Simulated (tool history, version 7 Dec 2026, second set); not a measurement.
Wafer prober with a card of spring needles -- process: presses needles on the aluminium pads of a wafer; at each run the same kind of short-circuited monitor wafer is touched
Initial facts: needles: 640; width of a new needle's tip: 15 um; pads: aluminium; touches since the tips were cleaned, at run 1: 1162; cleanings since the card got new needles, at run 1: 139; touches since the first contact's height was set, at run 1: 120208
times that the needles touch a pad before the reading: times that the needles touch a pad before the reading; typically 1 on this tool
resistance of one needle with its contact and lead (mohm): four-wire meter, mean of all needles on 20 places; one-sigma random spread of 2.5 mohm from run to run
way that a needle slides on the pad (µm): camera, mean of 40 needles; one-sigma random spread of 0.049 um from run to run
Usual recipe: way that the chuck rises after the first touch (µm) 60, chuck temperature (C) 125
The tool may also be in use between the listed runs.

run	hour	way that the chuck rises after the first touch (µm)	chuck temperature (C)	times that the needles touch a pad before the reading	touches since the tips were cleaned	cleanings since the card got new needles	touches since the first contact's height was set	resistance of one needle with its contact and lead (mohm)	way that a needle slides on the pad (µm)
1	0	60	125	1	1162	139	120208	295	11.7
# hour 4.8: tips cleaned on abrasive film
# hour 12.8: tips cleaned on abrasive film
# hour 19.4: height of the first contact set anew
# hour 21.1: tips cleaned on abrasive film
# hour 27.5: tips cleaned on abrasive film
# hour 35.5: tips cleaned on abrasive film
# hour 43.5: tips cleaned on abrasive film
# hour 51.5: tips cleaned on abrasive film
# hour 57.9: tips cleaned on abrasive film
2	58.7	60	125	1	540	147	24753	297	12.12
# hour 65.1: tips cleaned on abrasive film
# hour 73.1: tips cleaned on abrasive film
# hour 81.1: tips cleaned on abrasive film
# hour 89.1: tips cleaned on abrasive film
# hour 97: tips cleaned on abrasive film
# hour 105: tips cleaned on abrasive film
# hour 113: tips cleaned on abrasive film
3	118.4	60	125	1	3461	154	62515	302	11.97
# hour 120.1: tips cleaned on abrasive film
# hour 128.1: tips cleaned on abrasive film
# hour 134.5: tips cleaned on abrasive film
# hour 140.9: tips cleaned on abrasive film
# hour 148.9: tips cleaned on abrasive film
# hour 156.9: tips cleaned on abrasive film
# hour 164.8: tips cleaned on abrasive film
# hour 172.8: tips cleaned on abrasive film
4	173.6	60	125	1	515	162	97330	294	11.79
# hour 180: tips cleaned on abrasive film
# hour 186.4: tips cleaned on abrasive film
# hour 194.4: tips cleaned on abrasive film
# hour 200.8: tips cleaned on abrasive film
# hour 208.8: tips cleaned on abrasive film
# hour 215.2: tips cleaned on abrasive film
5	215.3	60	125	1	55	168	123616	293	11.62
# hour 221.7: tips cleaned on abrasive film
# hour 228.1: tips cleaned on abrasive film
# hour 230: height of the first contact set anew
# hour 236.4: tips cleaned on abrasive film
# hour 244.4: tips cleaned on abrasive film
6	246.5	60	125	1	1382	172	10461	298	12.11
# hour 251.3: tips cleaned on abrasive film
# hour 259.3: tips cleaned on abrasive film
# hour 265.7: tips cleaned on abrasive film
# hour 273.7: tips cleaned on abrasive film
# hour 280.1: tips cleaned on abrasive film
# hour 286.5: tips cleaned on abrasive film
# hour 294.5: tips cleaned on abrasive film
# hour 302.5: tips cleaned on abrasive film
7	302.7	60	125	1	116	180	45888	300	12.02
# hour 309.1: tips cleaned on abrasive film
# hour 317.1: tips cleaned on abrasive film
# hour 325: tips cleaned on abrasive film
# hour 332.9: tips cleaned on abrasive film
8	332.9	60	125	1	0	184	64942	296	12
# hour 340.8: tips cleaned on abrasive film
# hour 342.5: tips cleaned on abrasive film, once more
# hour 348.9: tips cleaned on abrasive film
# hour 355.3: tips cleaned on abrasive film
# hour 363.3: tips cleaned on abrasive film
9	367.6	72	125	1	2764	189	86874	301	14.28
# hour 370.9: tips cleaned on abrasive film
# hour 377.3: tips cleaned on abrasive film
# hour 385.3: tips cleaned on abrasive film
# hour 393.3: tips cleaned on abrasive film
# hour 401.2: tips cleaned on abrasive film
# hour 409.2: tips cleaned on abrasive film
# hour 415.6: tips cleaned on abrasive film
10	417.5	72	125	1	1197	196	118337	296	14.02
# hour 422.3: tips cleaned on abrasive film
# hour 428.7: tips cleaned on abrasive film
# hour 436.7: tips cleaned on abrasive film
# hour 440.2: height of the first contact set anew
# hour 445: tips cleaned on abrasive film
# hour 451.4: tips cleaned on abrasive film
# hour 459.4: tips cleaned on abrasive film
11	463.7	72	125	1	2754	202	14861	302	14.6
# hour 467: tips cleaned on abrasive film
# hour 474.9: tips cleaned on abrasive film
# hour 481.3: tips cleaned on abrasive film
# hour 489.3: tips cleaned on abrasive film
# hour 497.3: tips cleaned on abrasive film
12	498.7	62	55	1	908	207	36955	280	12.46
# hour 505.1: tips cleaned on abrasive film
# hour 511.5: tips cleaned on abrasive film
# hour 519.5: tips cleaned on abrasive film
# hour 527.5: tips cleaned on abrasive film
# hour 535.5: tips cleaned on abrasive film
# hour 543.5: tips cleaned on abrasive film
# hour 551.5: tips cleaned on abrasive film
13	553.9	62	55	1	1551	214	71799	281	12.35
# hour 558.7: tips cleaned on abrasive film
# hour 565.1: tips cleaned on abrasive film
# hour 573.1: tips cleaned on abrasive film
# hour 579.5: tips cleaned on abrasive film
# hour 587.5: tips cleaned on abrasive film
14	590.3	62	55	1	1816	219	94801	286	12.24
# hour 595.2: tips cleaned on abrasive film
# hour 603.1: tips cleaned on abrasive film
# hour 611.1: tips cleaned on abrasive film
# hour 619.1: tips cleaned on abrasive film
# hour 627.1: tips cleaned on abrasive film
# hour 633.5: tips cleaned on abrasive film
# hour 641.5: tips cleaned on abrasive film
# hour 649.5: tips cleaned on abrasive film
# hour 651.3: height of the first contact set anew
15	652.2	43	120	2	1556	227	546	317	8.68
# hour 657: tips cleaned on abrasive film
# hour 663.4: tips cleaned on abrasive film
# hour 671.4: tips cleaned on abrasive film
# hour 677.8: tips cleaned on abrasive film
# hour 685.8: tips cleaned on abrasive film
# hour 693.8: tips cleaned on abrasive film
# hour 701.8: tips cleaned on abrasive film
16	701.8	42	120	1	19	234	31840	309	8.44
# hour 708.2: tips cleaned on abrasive film
# hour 716.2: tips cleaned on abrasive film
# hour 724.2: tips cleaned on abrasive film
# hour 730.6: tips cleaned on abrasive film
# hour 738.5: tips cleaned on abrasive film
17	739.7	42	120	1	738	239	55776	318	8.15
# hour 746.1: tips cleaned on abrasive film
# hour 754.1: tips cleaned on abrasive film
# hour 760.5: tips cleaned on abrasive film
# hour 768.5: tips cleaned on abrasive film
# hour 776.5: tips cleaned on abrasive film
# hour 782.9: tips cleaned on abrasive film
# hour 790.9: tips cleaned on abrasive film
18	792.3	42	120	1	919	246	88978	318	8.11
# hour 798.7: tips cleaned on abrasive film
# hour 805.1: tips cleaned on abrasive film
# hour 811.5: tips cleaned on abrasive film
# hour 819.5: tips cleaned on abrasive film
# hour 827.5: tips cleaned on abrasive film
# hour 835.5: tips cleaned on abrasive film
# hour 843.4: tips cleaned on abrasive film
# hour 851.4: tips cleaned on abrasive film
19	854.1	56	31	1	1720	254	128026	283	10.77
# hour 858.9: tips cleaned on abrasive film
# hour 862.4: height of the first contact set anew
# hour 865.6: tips cleaned on abrasive film
# hour 873.6: tips cleaned on abrasive film
# hour 881.6: tips cleaned on abrasive film
# hour 888: tips cleaned on abrasive film
# hour 896: tips cleaned on abrasive film
# hour 904: tips cleaned on abrasive film
20	907	42	31	2	1953	261	28183	290	8.44
# hour 911.9: tips cleaned on abrasive film
# hour 918.3: tips cleaned on abrasive film
# hour 924.7: tips cleaned on abrasive film
# hour 932.7: tips cleaned on abrasive film
# hour 940.6: tips cleaned on abrasive film
21	942.2	60	125	2	973	266	50342	304	12

Expected results for the next run?
# hour 948.6: tips cleaned on abrasive film
# hour 955: tips cleaned on abrasive film
# hour 963: tips cleaned on abrasive film
# hour 970.9: tips cleaned on abrasive film
# hour 977.4: tips cleaned on abrasive film
# hour 983.8: tips cleaned on abrasive film
# hour 991.7: tips cleaned on abrasive film
# hour 999.7: tips cleaned on abrasive film
22	1002.6	60	39	1	1858	274	88519	?	?

resistance of one needle with its contact and lead (mohm): 284
way that a needle slides on the pad (µm): 11.76
With no hidden state in the tool, this same run would have given resistance of one needle with its contact and lead (mohm) 260, way that a needle slides on the pad (µm) 12.23.
